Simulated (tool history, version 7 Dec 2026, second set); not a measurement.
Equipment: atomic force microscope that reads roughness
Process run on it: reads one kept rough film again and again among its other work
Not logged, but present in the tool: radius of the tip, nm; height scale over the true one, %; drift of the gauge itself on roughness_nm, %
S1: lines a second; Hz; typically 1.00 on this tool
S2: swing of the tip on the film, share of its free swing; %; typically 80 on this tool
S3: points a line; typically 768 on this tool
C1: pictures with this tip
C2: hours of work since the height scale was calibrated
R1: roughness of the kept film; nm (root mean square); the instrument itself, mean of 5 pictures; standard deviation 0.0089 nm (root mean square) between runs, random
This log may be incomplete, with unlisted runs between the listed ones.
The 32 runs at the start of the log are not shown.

| run | hour | S1 | S2 | S3 | C1 | C2 | R1 |
|---|---|---|---|---|---|---|---|
| 33 | 193.2 | 1.19 | 63 | 1001 | 212 | 262 | 1.783 |
| 34 | 201.9 | 0.59 | 80 | 891 | 223 | 267 | 1.766 |
| 35 | 210.4 | 1.00 | 86 | 768 | 234 | 271 | 1.715 |
| 36 | 217.7 | 0.97 | 76 | 298 | 244 | 275 | 1.705 |
| 37 | 223.6 | 0.85 | 80 | 552 | 252 | 278 | 1.723 |
| 38 | 229.6 | 0.85 | 80 | 552 | 260 | 281 | 1.727 |
| 39 | 233.4 | 3.06 | 61 | 507 | 265 | 283 | 1.698 |
| 40 | 241.7 | 1.00 | 59 | 768 | 276 | 288 | 1.757 |
| 41 | 247.1 | 1.00 | 59 | 768 | 283 | 290 | 1.737 |
|  | 248.8 | new tip fitted |
| 42 | 255.3 | 1.00 | 59 | 768 | 8 | 294 | 2.010 |
| 43 | 261.6 | 1.00 | 75 | 768 | 17 | 298 | 1.985 |
| 44 | 268.0 | 1.00 | 85 | 768 | 25 | 301 | 1.933 |
| 45 | 271.9 | 1.00 | 85 | 768 | 31 | 303 | 1.929 |
| 46 | 279.1 | 0.96 | 78 | 974 | 40 | 307 | 1.957 |
| 47 | 286.9 | 0.96 | 78 | 974 | 51 | 311 | 1.928 |
| 48 | 292.4 | 0.96 | 78 | 974 | 58 | 314 | 1.940 |
| 49 | 298.2 | 0.96 | 78 | 974 | 66 | 317 | 1.915 |

Branching from run 49: 4 alternative next runs. What would each branch give?
| A | 302.9 | 1.00 | 80 | 283 | 72 | 319 | ? |
| B | 302.9 | 1.86 | 78 | 313 | 72 | 319 | ? |
| C | 302.9 | 0.59 | 58 | 974 | 72 | 319 | ? |
| D | 302.9 | 0.96 | 69 | 311 | 72 | 319 | ? |

| run | R1 |
|---|---|
| A | 1.854 |
| B | 1.829 |
| C | 1.952 |
| D | 1.898 |
The same runs, with their run-to-run variation unchanged, on a tool lacking any hidden condition would have given:
| run | R1 |
|---|---|
| A | 1.946 |
| B | 1.920 |
| C | 2.049 |
| D | 1.992 |
